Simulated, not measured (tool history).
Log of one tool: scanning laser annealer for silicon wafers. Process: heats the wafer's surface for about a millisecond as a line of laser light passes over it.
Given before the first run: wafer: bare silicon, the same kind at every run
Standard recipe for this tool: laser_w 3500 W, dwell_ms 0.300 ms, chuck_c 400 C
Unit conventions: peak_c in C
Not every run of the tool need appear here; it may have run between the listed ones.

Run 1, day 0.000: usual settings. Result: peak_c 1163 C.
Run 2, day 3.575: usual settings. Result: peak_c 1159 C.
At day 5.329: window over the wafer cleaned.
Run 3, day 7.025: usual settings. Result: peak_c 1177 C.
Run 4, day 10.329: usual settings but laser_w 3185 W. Result: peak_c 1088 C.
Run 5, day 14.142: usual settings but laser_w 3185 W. Result: peak_c 1084 C.
Run 6, day 17.000: usual settings. Result: peak_c 1169 C.
Run 7, day 20.825: usual settings. Result: peak_c 1170 C.
Run 8, day 24.183: usual settings. Result: peak_c 1164 C.
Run 9, day 27.650: usual settings. Result: peak_c 1163 C.
At day 29.329: optics aligned, line set to its width.
Run 10, day 29.571: usual settings but chuck_c 388 C. Result: peak_c 1176 C.
Run 11, day 31.750: usual settings but chuck_c 388 C. Result: peak_c 1176 C.
Run 12, day 34.971: usual settings. Result: peak_c 1183 C.
Run 13, day 38.679: usual settings. Result: peak_c 1178 C.
At day 39.967: window over the wafer cleaned.
Run 14, day 40.875: usual settings but chuck_c 404 C. Result: peak_c 1198 C.
Run 15, day 43.517: usual settings but laser_w 3488 W, chuck_c 404 C. Result: peak_c 1192 C.
Run 16, day 46.108: usual settings but laser_w 3622 W, dwell_ms 0.217 ms, chuck_c 399 C. Result: peak_c 1113 C.
Run 17, day 48.188: usual settings but dwell_ms 0.235 ms, chuck_c 368 C. Result: peak_c 1072 C.
At day 48.658: laser's power meter calibrated.
Run 18, day 50.625: usual settings but dwell_ms 0.235 ms, chuck_c 368 C. Result: peak_c 1076 C.
Run 19, day 54.417: usual settings but laser_w 3803 W, dwell_ms 0.353 ms, chuck_c 395 C. Result: peak_c 1356 C.
Run 20, day 56.583: usual settings but laser_w 3241 W, dwell_ms 0.223 ms, chuck_c 392 C. Result: peak_c 1017 C.
Run 21, day 59.675: usual settings but laser_w 3143 W. Result: peak_c 1093 C.
Run 22, day 63.462: usual settings but laser_w 3047 W, dwell_ms 0.337 ms, chuck_c 385 C. Result: peak_c 1086 C.
Run 23, day 66.429: usual settings but dwell_ms 0.268 ms. Result: peak_c 1148 C.
At day 68.254: laser's power meter calibrated, once more.
Run 24, day 68.496: usual settings but laser_w 2989 W, dwell_ms 0.346 ms. Result: peak_c 1067 C.
Run 25, day 70.867: usual settings but laser_w 3027 W, chuck_c 372 C. Result: peak_c 1002 C.
Run 26, day 73.912: usual settings but laser_w 3324 W, dwell_ms 0.330 ms, chuck_c 395 C. Result: peak_c 1138 C.
At day 74.750: window over the wafer cleaned.
Run 27, day 76.871: usual settings but laser_w 3324 W, dwell_ms 0.330 ms, chuck_c 395 C. Result: peak_c 1154 C.
Run 28, day 80.479: usual settings but laser_w 3715 W, chuck_c 380 C. Result: peak_c 1217 C.

Expected results for the next run?
Run 29, day 84.458: usual settings but laser_w 3372 W, dwell_ms 0.370 ms, chuck_c 380 C. Result: peak_c ?.

{"run 29": {"peak_c": 1194}}
On a tool with no hidden condition, and with the same random variation, this run would have come out at peak_c 1217 C.
